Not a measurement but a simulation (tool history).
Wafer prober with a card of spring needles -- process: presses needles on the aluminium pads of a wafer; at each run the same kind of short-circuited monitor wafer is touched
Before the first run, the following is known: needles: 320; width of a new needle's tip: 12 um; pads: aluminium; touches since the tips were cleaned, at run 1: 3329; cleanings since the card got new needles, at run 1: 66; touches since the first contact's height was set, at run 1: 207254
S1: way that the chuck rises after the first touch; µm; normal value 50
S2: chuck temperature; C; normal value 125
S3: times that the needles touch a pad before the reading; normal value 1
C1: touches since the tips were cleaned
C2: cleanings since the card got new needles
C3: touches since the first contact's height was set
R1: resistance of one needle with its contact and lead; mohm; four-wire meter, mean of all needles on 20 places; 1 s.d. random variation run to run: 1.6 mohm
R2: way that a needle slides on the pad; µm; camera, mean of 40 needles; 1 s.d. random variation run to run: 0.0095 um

Run 1, hour 0: usual settings; C1 3329; C2 66; C3 207254. Result: R1 181 mohm, R2 6.125 µm.
At hour 12.2: tips cleaned on abrasive film.
At hour 30.7: tips cleaned on abrasive film.
At hour 49.5: tips cleaned on abrasive film.
At hour 53.9: height of the first contact set anew.
Run 2, hour 55: usual settings but S2 95 C; C1 2538; C2 69; C3 535. Result: R1 170 mohm, R2 6.266 µm.
At hour 67.4: tips cleaned on abrasive film.
At hour 87.6: tips cleaned on abrasive film.
Run 3, hour 91.3: usual settings but S2 63 C; C1 1840; C2 71; C3 18345. Result: R1 158 mohm, R2 6.255 µm.
At hour 105.8: tips cleaned on abrasive film.
At hour 127.3: tips cleaned on abrasive film.
At hour 146.1: tips cleaned on abrasive film.
Run 4, hour 146.4: usual settings but S2 63 C; C1 104; C2 74; C3 45282. Result: R1 145 mohm, R2 6.237 µm.
At hour 164.2: tips cleaned on abrasive film.
At hour 182.8: tips cleaned on abrasive film.
At hour 201.6: tips cleaned on abrasive film.
Run 5, hour 201.6: usual settings but S1 41 µm; C1 0; C2 77; C3 72351. Result: R1 161 mohm, R2 5.077 µm.
At hour 222.4: tips cleaned on abrasive film.
At hour 243.4: tips cleaned on abrasive film.
Run 6, hour 248.3: usual settings; C1 2395; C2 79; C3 95220. Result: R1 173 mohm, R2 6.194 µm.
At hour 262.2: tips cleaned on abrasive film.
Run 7, hour 273.9: usual settings but S1 47 µm; C1 5764; C2 80; C3 107766. Result: R1 197 mohm, R2 5.812 µm.
At hour 282.7: tips cleaned on abrasive film.
At hour 301.7: tips cleaned on abrasive film.
At hour 321.4: tips cleaned on abrasive film.
Run 8, hour 329.4: usual settings but S3 2; C1 3902; C2 83; C3 134932. Result: R1 172 mohm, R2 6.182 µm.
At hour 342: tips cleaned on abrasive film.
At hour 363.5: tips cleaned on abrasive film.
Run 9, hour 364.2: usual settings but S3 2; C1 356; C2 85; C3 152010. Result: R1 157 mohm, R2 6.154 µm.
At hour 382.7: tips cleaned on abrasive film.
At hour 402.7: tips cleaned on abrasive film.
Run 10, hour 419.1: usual settings but S3 2; C1 8070; C2 87; C3 178907. Result: R1 179 mohm, R2 6.156 µm.
At hour 423.2: tips cleaned on abrasive film.
At hour 443.4: tips cleaned on abrasive film.
At hour 463.5: tips cleaned on abrasive film.
Run 11, hour 468.9: usual settings but S1 30 µm, S3 2; C1 2663; C2 90; C3 203299. Result: R1 210 mohm, R2 3.61 µm.
At hour 484.3: tips cleaned on abrasive film.
Run 12, hour 496.4: usual settings but S1 30 µm, S3 2; C1 5971; C2 91; C3 216769. Result: R1 237 mohm, R2 3.63 µm.
At hour 504.4: tips cleaned on abrasive film.
At hour 523.3: tips cleaned on abrasive film.
At hour 532.3: height of the first contact set anew.
At hour 541.8: tips cleaned on abrasive film.
Run 13, hour 550.1: usual settings but S1 49 µm, S3 2; C1 4112; C2 94; C3 8738. Result: R1 174 mohm, R2 6.129 µm.
At hour 560.5: tips cleaned on abrasive film.
At hour 581.4: tips cleaned on abrasive film.
Run 14, hour 588.9: usual settings but S1 49 µm, S2 55 C, S3 2; C1 3723; C2 96; C3 27742. Result: R1 161 mohm, R2 6.107 µm.
At hour 601.9: tips cleaned on abrasive film.
At hour 620.9: tips cleaned on abrasive film.
At hour 641.6: tips cleaned on abrasive film.
Run 15, hour 641.9: usual settings but S1 39 µm, S2 42 C; C1 141; C2 99; C3 53653. Result: R1 154 mohm, R2 4.829 µm.
At hour 659.8: tips cleaned on abrasive film.
Run 16, hour 675.1: usual settings but S1 42 µm; C1 7554; C2 100; C3 69961. Result: R1 217 mohm, R2 5.224 µm.
At hour 678: tips cleaned on abrasive film.
At hour 695.6: tips cleaned on abrasive film.
At hour 715.7: tips cleaned on abrasive film.
Run 17, hour 727.3: usual settings but S1 42 µm; C1 5734; C2 103; C3 95527. Result: R1 210 mohm, R2 5.193 µm.
At hour 734.6: tips cleaned on abrasive film.
At hour 752.4: tips cleaned on abrasive film.
Run 18, hour 752.4: usual settings but S1 42 µm; C1 0; C2 105; C3 107760. Result: R1 163 mohm, R2 5.179 µm.
At hour 772.4: tips cleaned on abrasive film.
At hour 791.7: tips cleaned on abrasive film.
Run 19, hour 795.6: usual settings but S1 53 µm, S2 54 C, S3 3; C1 1892; C2 107; C3 128914. Result: R1 146 mohm, R2 6.551 µm.
At hour 812.5: tips cleaned on abrasive film.
Run 20, hour 820.8: usual settings but S1 42 µm, S2 54 C, S3 3; C1 4097; C2 108; C3 141288. Result: R1 167 mohm, R2 5.152 µm.
At hour 831.8: tips cleaned on abrasive film.
At hour 849.4: tips cleaned on abrasive film.
Run 21, hour 863.6: usual settings but S1 60 µm, S2 40 C, S3 2; C1 6980; C2 110; C3 162243. Result: R1 155 mohm, R2 7.392 µm.
At hour 867: tips cleaned on abrasive film.
At hour 885.7: tips cleaned on abrasive film.
At hour 906.8: tips cleaned on abrasive film.
Run 22, hour 920.9: usual settings but S2 112 C; C1 6939; C2 113; C3 190350. Result: R1 199 mohm, R2 6.129 µm.
At hour 928.3: tips cleaned on abrasive film.
At hour 949.7: tips cleaned on abrasive film.
At hour 967.6: tips cleaned on abrasive film.
Run 23, hour 967.6: usual settings but S1 51 µm; C1 0; C2 116; C3 213164. Result: R1 157 mohm, R2 6.24 µm.

Below are 5 alternative next runs, each starting from the tool's condition after run 23. Predict each:
At hour 989.2: tips cleaned on abrasive film.
Run A, hour 1005: usual settings but S1 31 µm, S2 56 C; C1 7779; C2 117; C3 231530. Result: R1 ?, R2 ?.
At hour 989.2: tips cleaned on abrasive film.
Run B, hour 1005: usual settings but S1 59 µm; C1 7779; C2 117; C3 231530. Result: R1 ?, R2 ?.
At hour 989.2: tips cleaned on abrasive film.
Run C, hour 1005: usual settings but S1 55 µm, S2 96 C; C1 7779; C2 117; C3 231530. Result: R1 ?, R2 ?.
At hour 989.2: tips cleaned on abrasive film.
Run D, hour 1005: usual settings but S1 47 µm, S2 34 C, S3 2; C1 7779; C2 117; C3 231530. Result: R1 ?, R2 ?.
At hour 989.2: tips cleaned on abrasive film.
Run E, hour 1005: usual settings but S2 92 C; C1 7779; C2 117; C3 231530. Result: R1 ?, R2 ?.

run   R1     R2
  A  287  3.729
  B  189  7.226
  C  190  6.721
  D  179  5.736
  E  198    6.1
Without the tool's hidden state the same runs would have given:
run   R1     R2
  A  148  3.883
  B  150   7.38
  C  143  6.875
  D  137   5.89
  E  144  6.254
